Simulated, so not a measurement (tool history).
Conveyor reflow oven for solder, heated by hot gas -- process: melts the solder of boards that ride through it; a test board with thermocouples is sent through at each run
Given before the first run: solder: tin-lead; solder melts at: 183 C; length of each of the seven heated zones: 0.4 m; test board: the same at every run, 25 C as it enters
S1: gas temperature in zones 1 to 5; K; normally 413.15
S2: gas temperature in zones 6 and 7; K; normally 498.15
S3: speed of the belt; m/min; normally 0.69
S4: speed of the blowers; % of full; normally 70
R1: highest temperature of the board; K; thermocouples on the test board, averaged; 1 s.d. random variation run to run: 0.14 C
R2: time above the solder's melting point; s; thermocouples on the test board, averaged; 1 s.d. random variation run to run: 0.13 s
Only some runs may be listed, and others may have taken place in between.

run	hour	S1	S2	S3	S4	R1	R2
1	0	413.15	498.15	0.69	70	481.15	45
2	4.5	413.15	498.15	0.69	70	481.15	45
3	10.8	413.15	498.15	0.604	70	485.35	56.5
4	18.6	413.15	498.15	0.604	70	484.85	56.5
5	27.3	413.15	498.15	0.627	70	483.75	53.1
6	32.7	413.15	498.15	0.627	70	483.95	52.9
7	37.7	413.15	498.15	0.627	70	483.85	53.1
8	46	413.15	498.15	0.627	70	483.85	53.2
9	55.3	413.15	498.15	0.627	70	483.75	53.1
10	65.6	407.15	498.15	0.69	70	479.75	41.7
11	75.9	413.15	498.15	0.69	70	480.95	45.1
12	84.8	413.15	494.15	0.69	70	477.65	41.6
13	92.4	413.15	494.15	0.69	70	477.95	41.6
14	101.6	399.15	498.15	0.69	53	474.45	32.3
15	109	400.15	503.15	0.642	60	483.25	46.1
16	113.7	411.15	506.15	0.69	70	487.35	49.5
17	118.2	409.15	506.15	0.69	78	488.65	49.9
18	125.7	409.15	506.15	0.69	78	488.45	49.8
19	131.6	413.15	498.15	0.594	85	487.05	60
20	136.6	413.15	498.15	0.69	54	477.75	40.5

What does the tool deliver on the next run?
21	143.5	413.15	498.15	0.629	90	?	?

R1: 486.45 K
R2: 55.7 s
Take away the tool's hidden state, keep the run-to-run variation as it was, and the same run would have given R1 486.45 K, R2 55.7 s.
